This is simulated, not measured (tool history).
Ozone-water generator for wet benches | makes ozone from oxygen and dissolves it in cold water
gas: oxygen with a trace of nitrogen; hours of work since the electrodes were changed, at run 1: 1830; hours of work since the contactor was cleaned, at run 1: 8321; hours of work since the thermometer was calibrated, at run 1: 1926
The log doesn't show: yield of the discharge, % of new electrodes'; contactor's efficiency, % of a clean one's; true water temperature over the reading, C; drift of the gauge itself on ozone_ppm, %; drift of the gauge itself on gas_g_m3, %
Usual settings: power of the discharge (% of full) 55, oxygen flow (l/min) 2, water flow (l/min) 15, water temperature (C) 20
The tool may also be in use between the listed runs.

| run | hour | power of the discharge (% of full) | oxygen flow (l/min) | water flow (l/min) | water temperature (C) | hours of work since the electrodes were changed | hours of work since the contactor was cleaned | hours of work since the thermometer was calibrated | dissolved ozone (ppm) | ozone in the gas ahead of the water (g/m3) |
|---|---|---|---|---|---|---|---|---|---|---|
| 1 | 0 | 55 | 2 | 15 | 20 | 1830 | 8321 | 1926 | 9 | 122.9 |
| 2 | 52.6 | 55 | 2 | 15 | 20 | 1869 | 8360 | 1966 | 8.8 | 122.5 |
| 3 | 120.8 | 55 | 2 | 15 | 20 | 1920 | 8411 | 2017 | 8.8 | 122.3 |
| 4 | 199.4 | 55 | 2 | 15 | 20 | 1978 | 8470 | 2075 | 9 | 123.8 |
|  | 211.2 | contactor cleaned |
| 5 | 268.9 | 55 | 2 | 15 | 20 | 2027 | 43 | 2124 | 8.5 | 121.6 |
| 6 | 344.1 | 55 | 2 | 15 | 20 | 2084 | 99 | 2180 | 8.6 | 121.7 |
| 7 | 420.2 | 88 | 1.82 | 10 | 25 | 2140 | 156 | 2237 | 15.6 | 179 |
|  | 473.2 | contactor cleaned, once more |
| 8 | 503.3 | 99 | 2 | 15 | 20 | 2199 | 23 | 2296 | 13.7 | 182.6 |
| 9 | 557.9 | 99 | 2 | 10 | 20 | 2240 | 63 | 2337 | 19.1 | 181.8 |
| 10 | 629.1 | 55 | 3.25 | 20 | 23 | 2293 | 116 | 2390 | 7 | 92 |
| 11 | 677 | 55 | 3.25 | 20 | 23 | 2329 | 152 | 2426 | 6.9 | 89.7 |

4 ways to go on from here, each from the tool as it stands after run 11. What would each give?
| A | 725.5 | 67 | 3.25 | 20 | 23 | 2365 | 188 | 2462 | ? | ? |
| B | 725.5 | 55 | 3.25 | 17 | 23 | 2365 | 188 | 2462 | ? | ? |
| C | 725.5 | 65 | 2 | 18 | 20 | 2365 | 188 | 2462 | ? | ? |
| D | 725.5 | 55 | 1.5 | 20 | 24 | 2365 | 188 | 2462 | ? | ? |

| run | dissolved ozone (ppm) | ozone in the gas ahead of the water (g/m3) |
|---|---|---|
| A | 8 | 102.5 |
| B | 8.2 | 91 |
| C | 8.7 | 138.1 |
| D | 6.5 | 146.9 |
Without the tool's hidden state the same runs would have given:
| run | dissolved ozone (ppm) | ozone in the gas ahead of the water (g/m3) |
|---|---|---|
| A | 8.2 | 104.8 |
| B | 8.4 | 92.7 |
| C | 8.9 | 141 |
| D | 6.6 | 149.7 |
